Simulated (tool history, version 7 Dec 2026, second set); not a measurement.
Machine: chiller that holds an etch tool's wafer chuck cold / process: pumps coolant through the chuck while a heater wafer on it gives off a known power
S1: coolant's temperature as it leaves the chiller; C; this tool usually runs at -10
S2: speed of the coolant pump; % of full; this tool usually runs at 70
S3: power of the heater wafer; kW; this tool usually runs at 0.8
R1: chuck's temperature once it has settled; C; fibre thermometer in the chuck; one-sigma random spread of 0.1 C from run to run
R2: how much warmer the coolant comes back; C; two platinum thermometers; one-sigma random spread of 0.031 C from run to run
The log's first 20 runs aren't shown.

Run 21, day 94.283: usual settings but S1 -2 C, S2 85 % of full, S3 0.813 kW. Result: R1 5.8 C, R2 2.07 C.
Run 22, day 98.954: usual settings but S1 -2 C, S2 61 % of full, S3 0.415 kW. Result: R1 2.9 C, R2 1.48 C.
Run 23, day 105.142: usual settings but S1 -14 C, S2 63 % of full, S3 0.471 kW. Result: R1 -8.4 C, R2 1.7 C.
Run 24, day 110.904: usual settings but S1 -6 C, S2 89 % of full, S3 0.471 kW. Result: R1 -1.5 C, R2 1.19 C.
Run 25, day 116.875: usual settings but S1 -5 C, S2 68 % of full, S3 0.647 kW. Result: R1 2.5 C, R2 2.21 C.
Run 26, day 120.775: usual settings but S1 -17 C, S2 68 % of full, S3 0.647 kW. Result: R1 -9.6 C, R2 2.08 C.
Run 27, day 125.033: usual settings but S1 -14 C, S2 68 % of full, S3 0.647 kW. Result: R1 -6.7 C, R2 2.12 C.
Run 28, day 129.617: usual settings but S1 -14 C, S2 68 % of full, S3 0.647 kW. Result: R1 -6.4 C, R2 2.13 C.
Run 29, day 136: usual settings but S1 -14 C, S2 68 % of full, S3 0.647 kW. Result: R1 -6.4 C, R2 2.18 C.

Estimate the outcome of run 30 from the log above:
Run 30, day 139.088: usual settings but S1 -2 C, S2 68 % of full, S3 0.673 kW. Result: R1 ?, R2 ?.

Run 30 yielded R1 5.9 C, R2 2.27 C.
Minus the tool's unlogged condition, the same run would have read R1 5.4 C, R2 2.24 C.
